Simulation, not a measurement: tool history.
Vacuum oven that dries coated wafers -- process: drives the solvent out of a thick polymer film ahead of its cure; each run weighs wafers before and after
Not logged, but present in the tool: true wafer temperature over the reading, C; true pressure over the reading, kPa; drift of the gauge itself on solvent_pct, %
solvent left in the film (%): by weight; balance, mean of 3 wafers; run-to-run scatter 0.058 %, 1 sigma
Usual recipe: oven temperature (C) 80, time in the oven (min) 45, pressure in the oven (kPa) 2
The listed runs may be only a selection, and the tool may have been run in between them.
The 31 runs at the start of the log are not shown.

run	hour	oven temperature (C)	time in the oven (min)	pressure in the oven (kPa)	hours of work since the thermocouples were calibrated	hours of work since the vacuum gauge was cleaned of residue	solvent left in the film (%)
32	2206.5	90	45	2	696	1515	1.96
33	2254.3	80	32	4.14	722	1542	7.23
34	2331.4	66	49	2	765	1584	10.79
35	2406.4	89	62	7.06	806	1626	5.99
36	2450.5	89	62	7.06	831	1650	6.05
37	2503.7	89	62	7.06	860	1680	6.16
38	2577.9	72	76	2	901	1721	5.7
39	2627.2	66	30	2	929	1748	13.25
40	2715.6	76	45	4.66	978	1797	8.86
# hour 2742.5: vacuum gauge cleaned of residue and calibrated
41	2799.5	76	45	4.66	1023	32	7.94
42	2877	76	45	4.66	1066	74	8.25
# hour 2901.9: oven's thermocouples calibrated
43	2954.8	80	31	2.09	29	116	4.38
44	3008.3	89	29	2.6	59	146	2.27
45	3071.9	80	35	2	94	181	3.87
46	3134.3	80	35	2	129	216	3.86

4 ways to go on from here, each from the tool as it stands after run 46. What would each give?
A	3187.6	70	35	2	158	245	?
B	3187.6	80	29	3.44	158	245	?
C	3187.6	80	45	2.74	158	245	?
D	3187.6	80	39	2	158	245	?

run	solvent left in the film (%)
A	8.98
B	6.07
C	3.86
D	3.4
Had the tool no hidden state, the same runs would have come out as:
run	solvent left in the film (%)
A	8.66
B	5.81
C	3.64
D	3.18
